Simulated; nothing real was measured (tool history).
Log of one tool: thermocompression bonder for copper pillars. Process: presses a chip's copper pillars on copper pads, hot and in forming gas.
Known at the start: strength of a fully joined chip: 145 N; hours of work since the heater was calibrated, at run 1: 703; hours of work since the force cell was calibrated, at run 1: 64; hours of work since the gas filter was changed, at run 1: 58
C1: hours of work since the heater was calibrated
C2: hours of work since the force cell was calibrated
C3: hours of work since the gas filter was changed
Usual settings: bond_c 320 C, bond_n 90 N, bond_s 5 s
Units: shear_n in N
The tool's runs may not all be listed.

{"run": 1, "hour": 0.0, "bond_c": 320, "bond_n": 90, "bond_s": 5, "C1": 703, "C2": 64, "C3": 58, "shear_n": 91.4}
{"run": 2, "hour": 7.2, "bond_c": 320, "bond_n": 90, "bond_s": 5, "C1": 708, "C2": 69, "C3": 62, "shear_n": 91.2}
{"run": 3, "hour": 19.1, "bond_c": 320, "bond_n": 56, "bond_s": 5, "C1": 715, "C2": 76, "C3": 70, "shear_n": 72.4}
{"run": 4, "hour": 26.7, "bond_c": 320, "bond_n": 90, "bond_s": 5, "C1": 720, "C2": 81, "C3": 75, "shear_n": 91.3}
{"run": 5, "hour": 31.5, "bond_c": 320, "bond_n": 67, "bond_s": 5, "C1": 723, "C2": 84, "C3": 78, "shear_n": 79.1}
{"run": 6, "hour": 43.0, "bond_c": 320, "bond_n": 67, "bond_s": 5, "C1": 731, "C2": 91, "C3": 85, "shear_n": 79.4}
{"run": 7, "hour": 52.8, "bond_c": 320, "bond_n": 90, "bond_s": 3, "C1": 737, "C2": 97, "C3": 91, "shear_n": 76.6}
{"run": 8, "hour": 62.4, "bond_c": 303, "bond_n": 90, "bond_s": 5, "C1": 743, "C2": 103, "C3": 97, "shear_n": 75.7}
{"run": 9, "hour": 73.6, "bond_c": 320, "bond_n": 69, "bond_s": 5, "C1": 750, "C2": 110, "C3": 104, "shear_n": 79.2}
{"hour": 77.9, "done": "forming gas filter changed"}
{"run": 10, "hour": 79.4, "bond_c": 350, "bond_n": 90, "bond_s": 5, "C1": 753, "C2": 114, "C3": 1, "shear_n": 115.2}
{"run": 11, "hour": 86.5, "bond_c": 350, "bond_n": 90, "bond_s": 5, "C1": 758, "C2": 118, "C3": 5, "shear_n": 114.5}
{"run": 12, "hour": 95.6, "bond_c": 350, "bond_n": 90, "bond_s": 5, "C1": 763, "C2": 124, "C3": 11, "shear_n": 114.1}
{"run": 13, "hour": 103.9, "bond_c": 350, "bond_n": 90, "bond_s": 5, "C1": 768, "C2": 129, "C3": 16, "shear_n": 114.5}
{"run": 14, "hour": 112.0, "bond_c": 350, "bond_n": 90, "bond_s": 5, "C1": 774, "C2": 134, "C3": 21, "shear_n": 113.9}
{"run": 15, "hour": 117.5, "bond_c": 350, "bond_n": 90, "bond_s": 5, "C1": 777, "C2": 138, "C3": 25, "shear_n": 113.5}
{"run": 16, "hour": 123.4, "bond_c": 307, "bond_n": 90, "bond_s": 3, "C1": 781, "C2": 141, "C3": 29, "shear_n": 67.6}
{"run": 17, "hour": 132.3, "bond_c": 339, "bond_n": 90, "bond_s": 6, "C1": 786, "C2": 147, "C3": 34, "shear_n": 109.3}
{"run": 18, "hour": 141.1, "bond_c": 346, "bond_n": 109, "bond_s": 14, "C1": 792, "C2": 152, "C3": 40, "shear_n": 133.8}
{"run": 19, "hour": 150.0, "bond_c": 346, "bond_n": 109, "bond_s": 14, "C1": 797, "C2": 158, "C3": 45, "shear_n": 133.1}
{"run": 20, "hour": 161.7, "bond_c": 326, "bond_n": 83, "bond_s": 3, "C1": 805, "C2": 165, "C3": 53, "shear_n": 79.3}

Forecast each of these 5 alternatives for the next run:
{"run": "A", "hour": 170.4, "bond_c": 349, "bond_n": 129, "bond_s": 3, "C1": 810, "C2": 171, "C3": 58, "shear_n": "?"}
{"run": "B", "hour": 170.4, "bond_c": 301, "bond_n": 90, "bond_s": 14, "C1": 810, "C2": 171, "C3": 58, "shear_n": "?"}
{"run": "C", "hour": 170.4, "bond_c": 321, "bond_n": 92, "bond_s": 5, "C1": 810, "C2": 171, "C3": 58, "shear_n": "?"}
{"run": "D", "hour": 170.4, "bond_c": 322, "bond_n": 66, "bond_s": 13, "C1": 810, "C2": 171, "C3": 58, "shear_n": "?"}
{"run": "E", "hour": 170.4, "bond_c": 342, "bond_n": 83, "bond_s": 3, "C1": 810, "C2": 171, "C3": 58, "shear_n": "?"}

run=A shear_n=112.7
run=B shear_n=100.5
run=C shear_n=91.6
run=D shear_n=104.2
run=E shear_n=91.4
Without the tool's hidden state the same runs would have given:
run=A shear_n=119.0
run=B shear_n=107.9
run=C shear_n=98.5
run=D shear_n=111.1
run=E shear_n=98.0
